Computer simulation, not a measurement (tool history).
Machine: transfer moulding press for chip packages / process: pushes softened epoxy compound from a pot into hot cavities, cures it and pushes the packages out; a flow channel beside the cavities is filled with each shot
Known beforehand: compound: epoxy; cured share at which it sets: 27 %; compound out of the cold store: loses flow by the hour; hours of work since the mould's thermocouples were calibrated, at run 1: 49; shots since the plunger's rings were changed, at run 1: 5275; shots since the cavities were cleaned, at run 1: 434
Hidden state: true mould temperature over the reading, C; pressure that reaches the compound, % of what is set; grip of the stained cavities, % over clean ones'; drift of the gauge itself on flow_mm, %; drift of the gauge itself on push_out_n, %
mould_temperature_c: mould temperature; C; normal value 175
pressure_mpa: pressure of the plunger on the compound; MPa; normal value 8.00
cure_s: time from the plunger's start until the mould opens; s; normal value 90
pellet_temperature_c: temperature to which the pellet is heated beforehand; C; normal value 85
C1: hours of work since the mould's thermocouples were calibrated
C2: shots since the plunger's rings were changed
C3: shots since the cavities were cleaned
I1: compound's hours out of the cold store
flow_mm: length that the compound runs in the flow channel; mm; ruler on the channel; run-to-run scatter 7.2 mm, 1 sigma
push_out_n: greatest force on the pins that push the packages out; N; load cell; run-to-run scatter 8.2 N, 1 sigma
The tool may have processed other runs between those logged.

Run 1, hour 0.0: usual settings; C1 49; C2 5275; C3 434; I1 9.7. Result: flow_mm 782 mm, push_out_n 665 N.
Run 2, hour 39.5: usual settings; C1 69; C2 5667; C3 826; I1 38.9. Result: flow_mm 670 mm, push_out_n 734 N.
At hour 62.0: cavities cleaned with cleaning compound and waxed.
Run 3, hour 96.6: usual settings; C1 98; C2 6219; C3 344; I1 33.6. Result: flow_mm 688 mm, push_out_n 603 N.
At hour 137.0: plunger's sealing rings changed.
Run 4, hour 160.0: usual settings; C1 130; C2 228; C3 949; I1 41.7. Result: flow_mm 749 mm, push_out_n 729 N.
At hour 171.1: cavities cleaned with cleaning compound and waxed.
Run 5, hour 194.4: usual settings; C1 147; C2 554; C3 231; I1 26.5. Result: flow_mm 813 mm, push_out_n 553 N.
Run 6, hour 239.7: usual settings; C1 170; C2 1004; C3 681; I1 34.7. Result: flow_mm 762 mm, push_out_n 707 N.
At hour 278.9: cavities cleaned with cleaning compound and waxed.
Run 7, hour 307.6: usual settings but cure_s 84 s; C1 204; C2 1662; C3 284; I1 11.9. Result: flow_mm 836 mm, push_out_n 634 N.
Run 8, hour 379.7: usual settings but cure_s 84 s; C1 241; C2 2379; C3 1001; I1 37.3. Result: flow_mm 740 mm, push_out_n 799 N.
At hour 385.6: cavities cleaned with cleaning compound and waxed.
Run 9, hour 411.9: usual settings but cure_s 84 s; C1 257; C2 2683; C3 261; I1 34.5. Result: flow_mm 735 mm, push_out_n 617 N.
Run 10, hour 454.4: usual settings but cure_s 84 s; C1 279; C2 3105; C3 683; I1 15.2. Result: flow_mm 816 mm, push_out_n 772 N.
At hour 496.2: cavities cleaned with cleaning compound and waxed.
Run 11, hour 511.8: usual settings; C1 308; C2 3660; C3 155; I1 23.5. Result: flow_mm 753 mm, push_out_n 493 N.
At hour 518.1: mould's thermocouples calibrated.
Run 12, hour 565.2: usual settings; C1 24; C2 4170; C3 665; I1 22.8. Result: flow_mm 763 mm, push_out_n 669 N.
At hour 603.2: cavities cleaned with cleaning compound and waxed.
Run 13, hour 606.2: usual settings but pressure_mpa 6.54 MPa; C1 45; C2 4562; C3 30; I1 45.7. Result: flow_mm 627 mm, push_out_n 355 N.
Run 14, hour 649.1: usual settings but pressure_mpa 6.54 MPa; C1 67; C2 4987; C3 455; I1 37.3. Result: flow_mm 635 mm, push_out_n 605 N.
At hour 708.4: cavities cleaned with cleaning compound and waxed.
Run 15, hour 716.5: usual settings but mould_temperature_c 180 C, pressure_mpa 8.93 MPa, cure_s 86 s, pellet_temperature_c 86 C; C1 101; C2 5642; C3 81; I1 33.8. Result: flow_mm 714 mm, push_out_n 380 N.
Run 16, hour 768.8: usual settings but mould_temperature_c 167 C, pressure_mpa 9.49 MPa, cure_s 78 s, pellet_temperature_c 84 C; C1 128; C2 6161; C3 600; I1 45.4. Result: flow_mm 745 mm, push_out_n 1485 N.
At hour 814.1: plunger's sealing rings changed.
At hour 815.6: cavities cleaned with cleaning compound and waxed.
At hour 834.0: mould's thermocouples calibrated, once more.
Run 17, hour 834.0: usual settings but mould_temperature_c 167 C, pressure_mpa 9.49 MPa, cure_s 78 s, pellet_temperature_c 84 C; C1 0; C2 162; C3 162; I1 27.8. Result: flow_mm 911 mm, push_out_n 1235 N.
Run 18, hour 868.7: usual settings but mould_temperature_c 167 C, pressure_mpa 9.49 MPa, cure_s 78 s, pellet_temperature_c 84 C; C1 18; C2 507; C3 507; I1 36.8. Result: flow_mm 870 mm, push_out_n 1507 N.
At hour 922.0: cavities cleaned with cleaning compound and waxed.
Run 19, hour 940.6: usual settings but pellet_temperature_c 75 C; C1 54; C2 1206; C3 185; I1 13.0. Result: flow_mm 842 mm, push_out_n 552 N.
Run 20, hour 1003.3: usual settings but mould_temperature_c 168 C, pellet_temperature_c 75 C; C1 87; C2 1828; C3 807; I1 42.5. Result: flow_mm 745 mm, push_out_n 1100 N.
At hour 1026.9: cavities cleaned with cleaning compound and waxed.
Run 21, hour 1048.0: usual settings but mould_temperature_c 173 C; C1 109; C2 2256; C3 209; I1 16.9. Result: flow_mm 820 mm, push_out_n 576 N.
Run 22, hour 1094.1: usual settings but mould_temperature_c 173 C, cure_s 83 s; C1 133; C2 2714; C3 667; I1 38.3. Result: flow_mm 727 mm, push_out_n 871 N.
At hour 1132.4: cavities cleaned with cleaning compound and waxed.
Run 23, hour 1147.8: usual settings but mould_temperature_c 173 C, cure_s 92 s, pellet_temperature_c 92 C; C1 160; C2 3233; C3 153; I1 29.7. Result: flow_mm 754 mm, push_out_n 491 N.
Run 24, hour 1201.3: usual settings but pellet_temperature_c 82 C; C1 187; C2 3763; C3 683; I1 32.4. Result: flow_mm 727 mm, push_out_n 683 N.
At hour 1242.5: cavities cleaned with cleaning compound and waxed.
Run 25, hour 1274.0: usual settings but pressure_mpa 8.86 MPa, cure_s 123 s; C1 224; C2 4470; C3 313; I1 14.8. Result: flow_mm 819 mm, push_out_n 482 N.
Run 26, hour 1336.9: usual settings but mould_temperature_c 170 C, cure_s 99 s; C1 256; C2 5094; C3 937; I1 14.0. Result: flow_mm 793 mm, push_out_n 829 N.
At hour 1350.2: cavities cleaned with cleaning compound and waxed.
Run 27, hour 1414.2: usual settings but mould_temperature_c 170 C, cure_s 99 s; C1 296; C2 5846; C3 634; I1 28.9. Result: flow_mm 729 mm, push_out_n 738 N.

Alternative continuations, all from the tool just after run 27; predict every row:
At hour 1446.9: mould's thermocouples calibrated.
Run A, hour 1447.9: usual settings but mould_temperature_c 170 C, cure_s 99 s, pellet_temperature_c 79 C; C1 1; C2 6161; C3 949; I1 16.6. Result: flow_mm ?, push_out_n ?.
At hour 1446.9: mould's thermocouples calibrated.
Run B, hour 1447.9: usual settings but mould_temperature_c 170 C, pressure_mpa 7.57 MPa, cure_s 99 s; C1 1; C2 6161; C3 949; I1 42.3. Result: flow_mm ?, push_out_n ?.
At hour 1446.9: mould's thermocouples calibrated.
Run C, hour 1447.9: usual settings but pressure_mpa 7.45 MPa, cure_s 71 s; C1 1; C2 6161; C3 949; I1 26.4. Result: flow_mm ?, push_out_n ?.
At hour 1446.9: mould's thermocouples calibrated.
Run D, hour 1447.9: usual settings but mould_temperature_c 170 C, pressure_mpa 8.77 MPa, cure_s 111 s, pellet_temperature_c 78 C; C1 1; C2 6161; C3 949; I1 19.8. Result: flow_mm ?, push_out_n ?.

run  flow_mm  push_out_n
  A      775         873
  B      655         794
  C      703        1281
  D      805         711
Without the tool's unlogged condition, the same runs would have read:
run  flow_mm  push_out_n
  A      875         426
  B      740         392
  C      793         627
  D      908         344
